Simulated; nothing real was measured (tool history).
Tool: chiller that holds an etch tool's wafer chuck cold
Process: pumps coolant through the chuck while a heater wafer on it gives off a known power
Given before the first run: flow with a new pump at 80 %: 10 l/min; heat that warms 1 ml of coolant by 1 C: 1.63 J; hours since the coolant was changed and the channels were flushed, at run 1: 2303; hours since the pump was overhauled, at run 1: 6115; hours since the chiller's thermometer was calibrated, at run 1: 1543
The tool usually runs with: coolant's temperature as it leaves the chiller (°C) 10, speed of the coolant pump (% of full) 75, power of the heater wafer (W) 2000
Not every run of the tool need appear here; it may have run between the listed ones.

| run | hour | coolant's temperature as it leaves the chiller (°C) | speed of the coolant pump (% of full) | power of the heater wafer (W) | hours since the coolant was changed and the channels were flushed | hours since the pump was overhauled | hours since the chiller's thermometer was calibrated | chuck's temperature once it has settled (°C) | how much warmer the coolant comes back (C) |
|---|---|---|---|---|---|---|---|---|---|
| 1 | 0.0 | 10 | 75 | 2000 | 2303 | 6115 | 1543 | 31.8 | 8.88 |
| 2 | 122.7 | 10 | 75 | 2000 | 2426 | 6238 | 1666 | 32.0 | 9.00 |
| 3 | 237.0 | 10 | 75 | 2000 | 2540 | 6352 | 1780 | 32.2 | 9.05 |
| 4 | 421.9 | 10 | 75 | 1626 | 2725 | 6537 | 1965 | 28.4 | 7.34 |
| 5 | 543.6 | 10 | 75 | 1626 | 2846 | 6659 | 2087 | 28.5 | 7.42 |
| 6 | 674.5 | 16 | 75 | 1626 | 2977 | 6790 | 2218 | 34.6 | 7.49 |
|  | 699.1 | coolant pump overhauled |
| 7 | 875.4 | 10 | 75 | 2000 | 3173 | 176 | 2414 | 30.7 | 7.88 |
| 8 | 980.5 | 10 | 75 | 2000 | 3278 | 281 | 2519 | 30.9 | 7.87 |
| 9 | 1078.7 | 10 | 75 | 2000 | 3377 | 380 | 2617 | 30.9 | 8.01 |
| 10 | 1218.3 | 10 | 75 | 2000 | 3516 | 519 | 2757 | 31.2 | 7.93 |
| 11 | 1391.3 | 10 | 75 | 2000 | 3689 | 692 | 2930 | 31.5 | 7.99 |
| 12 | 1594.1 | 10 | 75 | 2000 | 3892 | 895 | 3132 | 31.7 | 7.94 |
| 13 | 1744.6 | 10 | 75 | 2000 | 4043 | 1046 | 3283 | 31.8 | 8.02 |
| 14 | 1934.6 | 10 | 77 | 2000 | 4233 | 1236 | 3473 | 31.9 | 7.86 |
| 15 | 2055.1 | 10 | 77 | 2000 | 4353 | 1356 | 3593 | 31.8 | 7.84 |
| 16 | 2175.0 | 10 | 77 | 2000 | 4473 | 1476 | 3713 | 32.0 | 7.84 |
| 17 | 2317.3 | 14 | 75 | 1755 | 4615 | 1618 | 3856 | 33.8 | 7.10 |
| 18 | 2480.2 | 2 | 75 | 2000 | 4778 | 1781 | 4018 | 24.8 | 8.14 |
| 19 | 2581.3 | 2 | 75 | 2000 | 4879 | 1882 | 4120 | 25.0 | 8.15 |
| 20 | 2778.4 | 16 | 92 | 2000 | 5076 | 2079 | 4317 | 36.4 | 6.68 |
|  | 2898.2 | coolant changed, channels flushed |
| 21 | 2922.6 | 14 | 88 | 1029 | 24 | 2218 | 4455 | 23.6 | 3.62 |
| 22 | 3067.0 | 14 | 88 | 1029 | 169 | 2362 | 4599 | 23.6 | 3.61 |
| 23 | 3217.8 | 8 | 86 | 1583 | 320 | 2513 | 4750 | 22.6 | 5.71 |
| 24 | 3425.0 | 8 | 86 | 1583 | 527 | 2720 | 4957 | 22.6 | 5.75 |
| 25 | 3556.9 | 8 | 86 | 1583 | 659 | 2852 | 5089 | 22.6 | 5.78 |
| 26 | 3689.3 | 3 | 81 | 2783 | 791 | 2984 | 5222 | 29.7 | 10.71 |
| 27 | 3844.5 | 3 | 81 | 2783 | 946 | 3139 | 5377 | 29.8 | 10.89 |
|  | 3891.8 | chiller's thermometer calibrated |
| 28 | 4042.2 | 4 | 81 | 2783 | 1143 | 3336 | 150 | 30.1 | 10.89 |
| 29 | 4218.6 | 4 | 81 | 2783 | 1319 | 3513 | 327 | 30.3 | 10.82 |

Here are 3 independent what-if runs from the current tool condition. What would each one return?
| A | 4413.6 | 4 | 81 | 1437 | 1514 | 3708 | 522 | ? | ? |
| B | 4413.6 | 5 | 98 | 2070 | 1514 | 3708 | 522 | ? | ? |
| C | 4413.6 | 8 | 62 | 1907 | 1514 | 3708 | 522 | ? | ? |

| run | chuck's temperature once it has settled (°C) | how much warmer the coolant comes back (C) |
|---|---|---|
| A | 18.0 | 5.62 |
| B | 22.5 | 6.74 |
| C | 29.8 | 9.78 |
Take away the tool's hidden state, keep each run's random variation, and the runs would have read:
| run | chuck's temperature once it has settled (°C) | how much warmer the coolant comes back (C) |
|---|---|---|
| A | 16.7 | 5.19 |
| B | 20.7 | 6.23 |
| C | 27.7 | 9.03 |
